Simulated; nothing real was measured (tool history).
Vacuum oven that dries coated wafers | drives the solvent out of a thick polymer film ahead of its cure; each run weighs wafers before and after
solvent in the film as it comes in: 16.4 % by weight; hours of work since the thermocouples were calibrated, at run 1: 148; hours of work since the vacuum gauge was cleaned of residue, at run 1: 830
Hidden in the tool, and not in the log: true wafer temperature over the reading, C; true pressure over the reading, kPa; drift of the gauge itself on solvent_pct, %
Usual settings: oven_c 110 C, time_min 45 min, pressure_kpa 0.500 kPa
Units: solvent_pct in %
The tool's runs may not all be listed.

run,day,oven_c,time_min,pressure_kpa,hours of work since the thermocouples were calibrated,hours of work since the vacuum gauge was cleaned of residue,solvent_pct
1,0.000,110,45,0.500,148,830,2.91
2,2.479,110,45,0.500,175,857,2.86
3,3.975,110,45,0.500,191,873,2.92
4,6.154,110,45,0.500,215,896,2.94
5,8.392,110,45,0.500,239,920,2.86
6,10.608,110,45,0.500,262,944,2.86
7,13.062,110,45,0.500,289,970,2.92
8,14.838,110,45,0.500,308,989,2.97
9,16.354,110,45,0.500,324,1006,2.80
10,19.242,110,45,0.500,355,1037,2.82
11,21.838,104,70,0.500,383,1065,2.08
12,24.742,104,70,0.500,414,1096,2.07
13,26.629,104,70,0.500,435,1116,2.03

5 ways to go on from here, each from the tool as it stands after run 13. What would each give?
A,28.562,99,49,0.376,455,1137,?
B,28.562,109,70,1.727,455,1137,?
C,28.562,101,72,0.464,455,1137,?
D,28.562,122,45,0.500,455,1137,?
E,28.562,119,70,1.343,455,1137,?

run,solvent_pct
A,4.32
B,1.70
C,2.38
D,1.30
E,0.75
Without the tool's hidden state the same runs would have given:
run,solvent_pct
A,4.30
B,1.69
C,2.36
D,1.29
E,0.74

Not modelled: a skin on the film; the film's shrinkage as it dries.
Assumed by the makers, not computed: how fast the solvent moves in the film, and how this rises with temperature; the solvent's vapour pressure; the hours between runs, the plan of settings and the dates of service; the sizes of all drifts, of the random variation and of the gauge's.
